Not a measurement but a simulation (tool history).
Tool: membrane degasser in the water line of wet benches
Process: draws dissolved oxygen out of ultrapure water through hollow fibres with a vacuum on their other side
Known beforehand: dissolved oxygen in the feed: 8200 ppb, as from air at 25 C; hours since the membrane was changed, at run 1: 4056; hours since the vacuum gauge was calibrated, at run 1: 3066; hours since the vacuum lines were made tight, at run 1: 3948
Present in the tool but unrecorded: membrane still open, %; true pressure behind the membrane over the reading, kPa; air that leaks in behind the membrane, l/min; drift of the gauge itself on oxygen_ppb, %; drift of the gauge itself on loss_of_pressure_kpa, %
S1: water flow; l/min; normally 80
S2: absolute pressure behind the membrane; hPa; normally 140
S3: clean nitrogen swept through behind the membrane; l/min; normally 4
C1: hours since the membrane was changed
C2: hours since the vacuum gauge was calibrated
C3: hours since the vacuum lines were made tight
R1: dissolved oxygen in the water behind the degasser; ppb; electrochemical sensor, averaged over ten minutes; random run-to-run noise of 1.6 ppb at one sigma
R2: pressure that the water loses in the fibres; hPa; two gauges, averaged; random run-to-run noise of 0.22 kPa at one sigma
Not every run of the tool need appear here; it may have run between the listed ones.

| run | hour | S1 | S2 | S3 | C1 | C2 | C3 | R1 | R2 |
|---|---|---|---|---|---|---|---|---|---|
| 1 | 0 | 80 | 140 | 4 | 4056 | 3066 | 3948 | 464.7 | 590.8 |
|  | 191.6 | seals of the vacuum lines changed |
| 2 | 310.7 | 80 | 140 | 4 | 4365 | 3375 | 119 | 463.3 | 591 |
| 3 | 485.8 | 80 | 140 | 4 | 4540 | 3550 | 294 | 464.3 | 594 |
| 4 | 807.6 | 80 | 289 | 4 | 4862 | 3872 | 616 | 1024.6 | 591.9 |
| 5 | 946.5 | 80 | 289 | 6.28 | 5000 | 4011 | 755 | 704.2 | 591.5 |
| 6 | 1097.5 | 80 | 289 | 6.28 | 5151 | 4162 | 906 | 706.6 | 594.2 |
| 7 | 1351.9 | 80 | 140 | 4 | 5406 | 4416 | 1160 | 466.7 | 594.1 |
| 8 | 1531.3 | 80 | 140 | 4 | 5585 | 4595 | 1340 | 467.6 | 591.6 |
| 9 | 1773.4 | 80 | 140 | 4 | 5827 | 4838 | 1582 | 467.9 | 594 |
| 10 | 1947.9 | 80 | 140 | 4 | 6002 | 5012 | 1756 | 469.2 | 593.3 |
| 11 | 2109.5 | 80 | 140 | 4 | 6163 | 5174 | 1918 | 467.6 | 594.7 |
| 12 | 2400.6 | 80 | 140 | 4 | 6455 | 5465 | 2209 | 469.9 | 594.1 |
| 13 | 2595.1 | 80 | 124 | 3.37 | 6649 | 5659 | 2403 | 464.7 | 590.4 |
| 14 | 2875.6 | 123 | 95 | 3.54 | 6930 | 5940 | 2684 | 455 | 918.4 |
| 15 | 3054.7 | 102 | 124 | 1.99 | 7109 | 6119 | 2863 | 847.7 | 755.1 |
| 16 | 3211.9 | 102 | 124 | 1.99 | 7266 | 6276 | 3020 | 844.5 | 756.8 |
| 17 | 3439.8 | 102 | 124 | 1.99 | 7494 | 6504 | 3248 | 850.8 | 751.3 |
| 18 | 3603.9 | 77 | 112 | 2.84 | 7658 | 6668 | 3412 | 454.4 | 572.4 |
|  | 3702.5 | vacuum gauge calibrated |
| 19 | 3884.8 | 82 | 275 | 3.04 | 7938 | 182 | 3693 | 1242.3 | 607.7 |
| 20 | 4063.8 | 77 | 180 | 3.04 | 8117 | 361 | 3872 | 765.2 | 571.3 |
| 21 | 4223 | 108 | 128 | 4 | 8276 | 521 | 4031 | 548.2 | 799 |
|  | 4322.8 | seals of the vacuum lines changed |
| 22 | 4500.7 | 108 | 128 | 4 | 8552 | 796 | 178 | 547.8 | 802.7 |
| 23 | 4696.4 | 80 | 148 | 4 | 8748 | 992 | 374 | 506.8 | 593.3 |

Alternative continuations, all from the tool just after run 23; predict every row:
| A | 4979.3 | 80 | 148 | 3.46 | 9031 | 1275 | 656 | ? | ? |
| B | 4979.3 | 87 | 148 | 4 | 9031 | 1275 | 656 | ? | ? |
| C | 4979.3 | 90 | 271 | 2.86 | 9031 | 1275 | 656 | ? | ? |
| D | 4979.3 | 80 | 140 | 6.26 | 9031 | 1275 | 656 | ? | ? |
| E | 4979.3 | 77 | 92 | 4 | 9031 | 1275 | 656 | ? | ? |

| run | R1 | R2 |
|---|---|---|
| A | 572.3 | 593.4 |
| B | 544.3 | 645.6 |
| C | 1393.5 | 668.3 |
| D | 323 | 595.3 |
| E | 262.7 | 573.6 |
What these runs would have given with no unlogged condition in the tool:
| run | R1 | R2 |
|---|---|---|
| A | 560.1 | 593 |
| B | 532.7 | 645.2 |
| C | 1363.9 | 667.8 |
| D | 316.1 | 594.9 |
| E | 257.1 | 573.3 |
